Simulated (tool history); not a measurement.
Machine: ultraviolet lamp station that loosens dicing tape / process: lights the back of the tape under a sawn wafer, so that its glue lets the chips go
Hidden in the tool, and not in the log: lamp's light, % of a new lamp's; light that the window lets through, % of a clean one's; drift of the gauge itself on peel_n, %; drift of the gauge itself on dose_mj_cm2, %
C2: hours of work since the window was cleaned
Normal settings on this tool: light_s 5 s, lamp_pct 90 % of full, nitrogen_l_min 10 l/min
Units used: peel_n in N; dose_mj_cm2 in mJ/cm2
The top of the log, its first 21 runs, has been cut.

run 22 hour=282.3 | light_s=4 lamp_pct=83 nitrogen_l_min=4 | hours_of_work_of_the_lamp=327 C2=61 | peel_n=2.815 dose_mj_cm2=292
run 23 hour=300 | light_s=4 lamp_pct=83 nitrogen_l_min=4 | hours_of_work_of_the_lamp=335 C2=69 | peel_n=2.986 dose_mj_cm2=288
run 24 hour=311.2 | light_s=4 lamp_pct=90 nitrogen_l_min=10 | hours_of_work_of_the_lamp=340 C2=74 | peel_n=1.31 dose_mj_cm2=310
run 25 hour=323.3 | light_s=4 lamp_pct=90 nitrogen_l_min=10 | hours_of_work_of_the_lamp=346 C2=80 | peel_n=1.303 dose_mj_cm2=311
run 26 hour=331.5 | light_s=4 lamp_pct=60 nitrogen_l_min=8 | hours_of_work_of_the_lamp=349 C2=83 | peel_n=3.057 dose_mj_cm2=210
run 27 hour=349.2 | light_s=5 lamp_pct=75 nitrogen_l_min=11 | hours_of_work_of_the_lamp=357 C2=91 | peel_n=1.123 dose_mj_cm2=317
run 28 hour=366.1 | light_s=2 lamp_pct=93 nitrogen_l_min=10 | hours_of_work_of_the_lamp=365 C2=99 | peel_n=3.794 dose_mj_cm2=159
run 29 hour=376.1 | light_s=4 lamp_pct=65 nitrogen_l_min=18 | hours_of_work_of_the_lamp=370 C2=103 | peel_n=1.726 dose_mj_cm2=220
run 30 hour=394.8 | light_s=4 lamp_pct=65 nitrogen_l_min=18 | hours_of_work_of_the_lamp=378 C2=112 | peel_n=1.718 dose_mj_cm2=217
run 31 hour=407.8 | light_s=2 lamp_pct=65 nitrogen_l_min=5 | hours_of_work_of_the_lamp=384 C2=118 | peel_n=6.653 dose_mj_cm2=112
run 32 hour=424.8 | light_s=5 lamp_pct=68 nitrogen_l_min=10 | hours_of_work_of_the_lamp=392 C2=126 | peel_n=1.633 dose_mj_cm2=283
run 33 hour=441 | light_s=5 lamp_pct=68 nitrogen_l_min=10 | hours_of_work_of_the_lamp=399 C2=133 | peel_n=1.607 dose_mj_cm2=276
run 34 hour=452 | light_s=5 lamp_pct=61 nitrogen_l_min=10 | hours_of_work_of_the_lamp=404 C2=138 | peel_n=1.993 dose_mj_cm2=249

Forecast each of these 5 alternatives for the next run:
run A hour=460.6 | light_s=6 lamp_pct=66 nitrogen_l_min=10 | hours_of_work_of_the_lamp=408 C2=142 | peel_n=? dose_mj_cm2=?
run B hour=460.6 | light_s=5 lamp_pct=82 nitrogen_l_min=5 | hours_of_work_of_the_lamp=408 C2=142 | peel_n=? dose_mj_cm2=?
run C hour=460.6 | light_s=5 lamp_pct=90 nitrogen_l_min=17 | hours_of_work_of_the_lamp=408 C2=142 | peel_n=? dose_mj_cm2=?
run D hour=460.6 | light_s=5 lamp_pct=67 nitrogen_l_min=10 | hours_of_work_of_the_lamp=408 C2=142 | peel_n=? dose_mj_cm2=?
run E hour=460.6 | light_s=5 lamp_pct=71 nitrogen_l_min=10 | hours_of_work_of_the_lamp=408 C2=142 | peel_n=? dose_mj_cm2=?

run=A peel_n=1.24 dose_mj_cm2=320
run=B peel_n=2.087 dose_mj_cm2=335
run=C peel_n=0.535 dose_mj_cm2=368
run=D peel_n=1.729 dose_mj_cm2=269
run=E peel_n=1.481 dose_mj_cm2=292
Without the tool's unlogged condition, the same runs would have read:
run=A peel_n=0.676 dose_mj_cm2=413
run=B peel_n=1.281 dose_mj_cm2=432
run=C peel_n=0.269 dose_mj_cm2=474
run=D peel_n=1.013 dose_mj_cm2=348
run=E peel_n=0.844 dose_mj_cm2=376

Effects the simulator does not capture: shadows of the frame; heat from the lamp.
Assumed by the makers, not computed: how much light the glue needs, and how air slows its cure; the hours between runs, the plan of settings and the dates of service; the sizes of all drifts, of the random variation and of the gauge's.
